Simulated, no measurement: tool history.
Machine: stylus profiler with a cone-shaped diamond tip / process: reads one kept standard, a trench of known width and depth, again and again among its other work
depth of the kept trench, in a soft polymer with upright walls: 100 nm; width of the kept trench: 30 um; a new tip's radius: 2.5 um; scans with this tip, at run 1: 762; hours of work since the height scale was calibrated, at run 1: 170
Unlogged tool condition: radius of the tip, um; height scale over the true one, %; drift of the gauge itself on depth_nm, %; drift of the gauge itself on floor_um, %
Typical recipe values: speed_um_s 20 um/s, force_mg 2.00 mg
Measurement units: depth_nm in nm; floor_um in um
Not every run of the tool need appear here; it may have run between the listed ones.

| run | day | speed_um_s | force_mg | scans with this tip | hours of work since the height scale was calibrated | depth_nm | floor_um |
|---|---|---|---|---|---|---|---|
| 1 | 0.000 | 20 | 2.00 | 762 | 170 | 100.57 | 28.49 |
| 2 | 0.754 | 20 | 2.00 | 797 | 178 | 100.57 | 28.52 |
| 3 | 1.225 | 20 | 2.00 | 819 | 183 | 100.58 | 28.53 |
| 4 | 1.938 | 20 | 2.00 | 853 | 190 | 100.56 | 28.50 |
| 5 | 2.321 | 20 | 3.53 | 870 | 194 | 100.82 | 28.54 |
| 6 | 2.858 | 20 | 3.53 | 895 | 200 | 100.80 | 28.50 |
| 7 | 3.629 | 20 | 3.93 | 931 | 208 | 100.85 | 28.53 |
| 8 | 4.083 | 20 | 0.83 | 952 | 213 | 100.34 | 28.46 |
| 9 | 4.621 | 16 | 0.83 | 977 | 218 | 100.33 | 28.47 |
| 10 | 5.146 | 44 | 1.30 | 1002 | 224 | 100.45 | 28.32 |
| 11 | 5.517 | 18 | 1.36 | 1019 | 228 | 100.48 | 28.47 |
| 12 | 6.121 | 50 | 1.36 | 1047 | 234 | 100.47 | 28.36 |
| 13 | 6.704 | 50 | 1.36 | 1074 | 240 | 100.46 | 28.28 |
| 14 | 7.325 | 9 | 3.88 | 1103 | 246 | 100.87 | 28.53 |
| 15 | 8.021 | 9 | 3.88 | 1135 | 254 | 100.89 | 28.60 |
| 16 | 8.638 | 27 | 2.23 | 1164 | 260 | 100.61 | 28.52 |
| 17 | 9.238 | 55 | 0.99 | 1192 | 266 | 100.40 | 28.20 |

Consider 5 possible next runs. They are alternatives, not a sequence: every one starts from the tool as it was left by run 17. What does each give?
| A | 9.621 | 9 | 3.01 | 1210 | 270 | ? | ? |
| B | 9.621 | 71 | 0.68 | 1210 | 270 | ? | ? |
| C | 9.621 | 68 | 2.00 | 1210 | 270 | ? | ? |
| D | 9.621 | 9 | 3.20 | 1210 | 270 | ? | ? |
| E | 9.621 | 20 | 0.74 | 1210 | 270 | ? | ? |

| run | depth_nm | floor_um |
|---|---|---|
| A | 100.77 | 28.53 |
| B | 100.28 | 28.05 |
| C | 100.57 | 28.22 |
| D | 100.80 | 28.55 |
| E | 100.33 | 28.42 |
What these runs would have given with no unlogged condition in the tool:
| run | depth_nm | floor_um |
|---|---|---|
| A | 100.72 | 28.56 |
| B | 100.23 | 28.08 |
| C | 100.52 | 28.24 |
| D | 100.76 | 28.57 |
| E | 100.28 | 28.44 |

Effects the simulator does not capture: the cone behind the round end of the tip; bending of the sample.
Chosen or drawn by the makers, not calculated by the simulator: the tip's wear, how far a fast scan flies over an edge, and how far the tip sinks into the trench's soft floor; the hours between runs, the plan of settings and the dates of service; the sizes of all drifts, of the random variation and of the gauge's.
